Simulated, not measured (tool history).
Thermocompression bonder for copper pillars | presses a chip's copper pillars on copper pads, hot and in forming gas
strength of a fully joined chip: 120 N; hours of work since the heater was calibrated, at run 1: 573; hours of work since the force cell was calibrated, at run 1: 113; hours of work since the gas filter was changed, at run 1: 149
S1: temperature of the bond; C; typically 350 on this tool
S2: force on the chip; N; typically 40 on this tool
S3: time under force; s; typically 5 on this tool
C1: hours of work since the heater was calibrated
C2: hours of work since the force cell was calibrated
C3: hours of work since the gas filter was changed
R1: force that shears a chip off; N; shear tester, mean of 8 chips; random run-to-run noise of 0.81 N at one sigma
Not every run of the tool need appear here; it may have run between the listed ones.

run,hour,S1,S2,S3,C1,C2,C3,R1
1,0.0,350,40,5,573,113,149,61.3
2,6.7,350,40,5,577,116,152,61.8
3,11.5,350,40,5,579,119,155,61.8
4,19.1,350,40,5,583,123,159,61.3
5,25.6,350,40,5,587,127,163,59.8
6,30.2,350,44,5,589,129,165,63.8
7,34.8,350,44,5,592,132,168,64.4
8,38.9,350,44,5,594,134,170,65.4
9,47.9,375,44,5,599,139,175,75.5
10,52.0,350,59,5,601,141,177,73.1
11,60.2,326,44,4,605,145,181,48.0
12,66.1,348,38,3,608,148,184,48.1
13,71.7,350,46,14,612,151,187,85.2
14,77.0,360,51,7,614,154,190,80.8
# hour 84.0: heater calibrated with a thermocouple chip
15,84.0,377,40,11,0,157,193,93.0

Hidden condition of the tool, last listed run before each entry between runs versus first listed run after:
In the gap between runs 14 and 15: heater calibrated with a thermocouple chip (hour 84.0)
  true temperature of the bond over the reading, C: -8.2 -> 0.1; oxide that the forming gas leaves, % of the face: 5.54 -> 5.6
  difference, measured minus the result without the unlogged condition, R1: -8.1 -> -4.7 N

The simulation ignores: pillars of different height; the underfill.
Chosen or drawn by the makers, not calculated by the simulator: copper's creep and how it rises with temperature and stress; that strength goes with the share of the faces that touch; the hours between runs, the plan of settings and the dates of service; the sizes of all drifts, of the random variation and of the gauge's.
